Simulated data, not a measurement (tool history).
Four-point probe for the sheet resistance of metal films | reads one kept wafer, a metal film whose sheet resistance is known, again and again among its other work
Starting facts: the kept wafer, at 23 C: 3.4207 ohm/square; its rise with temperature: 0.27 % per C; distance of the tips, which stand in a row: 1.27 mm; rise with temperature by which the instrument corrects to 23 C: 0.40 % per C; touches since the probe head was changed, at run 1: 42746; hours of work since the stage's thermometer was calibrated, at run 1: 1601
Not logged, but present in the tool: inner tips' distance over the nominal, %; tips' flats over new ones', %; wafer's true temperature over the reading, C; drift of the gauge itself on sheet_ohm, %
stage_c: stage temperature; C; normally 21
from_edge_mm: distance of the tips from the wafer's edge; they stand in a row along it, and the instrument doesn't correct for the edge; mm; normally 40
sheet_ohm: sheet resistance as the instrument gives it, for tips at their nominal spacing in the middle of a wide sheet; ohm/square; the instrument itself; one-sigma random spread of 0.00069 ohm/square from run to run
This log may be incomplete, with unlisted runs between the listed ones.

run	hour	stage_c	from_edge_mm	touches since the probe head was changed	hours of work since the stage's thermometer was calibrated	sheet_ohm
1	0.0	21	40	42746	1601	3.407116
2	26.9	32	40	43850	1622	3.361263
3	64.9	21	40	45406	1652	3.407241
4	98.5	21	40	46785	1679	3.406447
5	121.6	21	40	47731	1697	3.405691
6	158.7	21	40	49254	1726	3.406263
7	198.6	21	40	50889	1758	3.405953
8	236.4	22	6	52441	1788	3.480333
9	273.5	20	4	53962	1817	3.583360
10	302.8	28	40	55164	1840	3.373830
11	328.1	20	45	56202	1860	3.410424
12	356.1	23	45	57348	1882	3.395928
13	382.5	26	5	58434	1903	3.494526

Alternative continuations, all from the tool just after run 13; predict every row:
A	406.6	20	3	59420	1922	?
B	406.6	21	18	59420	1922	?
C	406.6	32	3	59420	1922	?
D	406.6	21	56	59420	1922	?

run	sheet_ohm
A	3.704446
B	3.411299
C	3.647090
D	3.403521
Take away the tool's hidden state, keep each run's random variation, and the runs would have read:
run	sheet_ohm
A	3.733723
B	3.438490
C	3.676037
D	3.430656
